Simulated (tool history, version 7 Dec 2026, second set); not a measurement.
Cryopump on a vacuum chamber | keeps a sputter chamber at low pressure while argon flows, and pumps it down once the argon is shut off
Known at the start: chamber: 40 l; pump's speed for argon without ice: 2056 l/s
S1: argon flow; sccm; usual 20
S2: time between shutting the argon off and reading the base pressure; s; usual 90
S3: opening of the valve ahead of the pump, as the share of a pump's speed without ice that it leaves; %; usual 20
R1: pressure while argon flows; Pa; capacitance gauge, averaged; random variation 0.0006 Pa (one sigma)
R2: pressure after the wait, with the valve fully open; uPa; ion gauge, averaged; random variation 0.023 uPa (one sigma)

run   hour  S1   S2  S3      R1    R2
  1      0  20   90  20  0.0821  1.89
  2   42.8  20   90  20  0.0827  1.91
  3   88.2  20   90  30  0.0546  1.88
  4  133.7  11   90  20  0.0449  1.92
  5  173.1  11   90  20  0.0455   1.9
  6  214.1  11   90  20  0.0453  1.94
  7  272.1  20   90  20  0.0822  1.94
  8  351.6  20   90  20  0.0831  1.93
  9  407.6  20   90  20  0.0833  2.03
     420.7  -- leaking fittings of the chamber tightened, without venting
 10  496.6  20   90  20  0.0829  0.83
 11    573  20   90  20  0.0841  0.82
 12  652.8  19  210  28  0.0572  0.49
 13  729.2  13   74  23  0.0485  1.03
 14  793.6  13  116  44  0.0263  0.72
 15  840.8  20   90  15  0.1127  0.95

Run 16 comes next. What will it give?
 16  927.5   8  266  37   ?   ?

R1: 0.0187 Pa
R2: 0.53 uPa
Without the tool's hidden state the same run would have given R1 0.0177 Pa, R2 0.37 uPa.

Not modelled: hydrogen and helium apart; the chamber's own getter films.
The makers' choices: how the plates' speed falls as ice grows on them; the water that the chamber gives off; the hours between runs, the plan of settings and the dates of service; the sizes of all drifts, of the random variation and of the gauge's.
